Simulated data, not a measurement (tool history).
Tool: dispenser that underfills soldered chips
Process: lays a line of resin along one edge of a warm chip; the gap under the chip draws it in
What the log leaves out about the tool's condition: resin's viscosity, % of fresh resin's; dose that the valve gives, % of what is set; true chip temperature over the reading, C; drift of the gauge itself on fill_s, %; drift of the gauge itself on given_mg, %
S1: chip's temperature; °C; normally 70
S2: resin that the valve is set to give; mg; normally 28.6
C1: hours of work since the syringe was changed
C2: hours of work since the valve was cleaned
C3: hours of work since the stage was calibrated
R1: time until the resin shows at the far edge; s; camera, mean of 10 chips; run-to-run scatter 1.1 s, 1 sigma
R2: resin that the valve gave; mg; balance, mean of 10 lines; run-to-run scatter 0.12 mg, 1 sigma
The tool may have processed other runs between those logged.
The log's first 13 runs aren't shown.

run,hour,S1,S2,C1,C2,C3,R1,R2
14,48,83,28.6,4,84,108,83.8,26.84
# hour 51.3: new syringe of resin
15,52.5,83,28.6,1,87,110,66.8,26.95
16,55.4,83,27.7,3,88,112,78.2,25.9
17,58,74,28.6,4,90,114,120.5,26.65
# hour 60.5: new syringe of resin
18,63.2,70,28.6,2,93,117,119.4,26.96
19,67,70,28.6,4,96,119,140.1,26.74
# hour 69.9: new syringe of resin
20,71.3,82,28.3,1,98,122,69,26.38
21,76.1,76,36.1,4,101,125,104.8,33.6
# hour 79: new syringe of resin
22,79,63,36.7,0,103,126,136.9,33.86
23,81.6,62,31.8,2,104,128,163.6,29.67
# hour 83.5: dispensing valve cleaned and set on the balance
24,87,62,31.8,4,2,131,197.4,31.75
# hour 89.4: new syringe of resin
25,90,64,35.5,0,4,132,135.3,35.49
26,93.7,62,32.8,3,6,135,173.9,32.57
27,96.9,62,32.8,5,8,137,204.5,32.72
# hour 98.8: new syringe of resin
28,100.1,64,30.2,1,10,138,138.4,29.93
29,105.4,77,27.7,4,13,142,104.6,27.42
# hour 108: new syringe of resin
30,108,55,31.6,0,15,143,197.8,31.23
31,111.6,66,34,2,17,145,140.9,33.57
32,114.7,66,27.7,4,19,147,167,27.32
# hour 117.1: new syringe of resin
33,118,76,26,1,21,149,85.4,25.63
34,123.5,70,31.6,4,24,153,135,31.42
# hour 126.3: new syringe of resin
35,129.1,71,31.2,2,27,156,113,30.87

3 ways to go on from here, each from the tool as it stands after run 35. What would each give?
A,133.3,68,31.2,4,30,159,?,?
B,133.3,71,25.1,4,30,159,?,?
C,133.3,84,30.2,4,30,159,?,?

run,R1,R2
A,153.6,30.48
B,138.3,24.67
C,80.1,29.64
The same runs, with their run-to-run variation unchanged, on a tool lacking any hidden condition would have given:
run,R1,R2
A,115.8,31.06
B,103.9,25.14
C,60,30.19
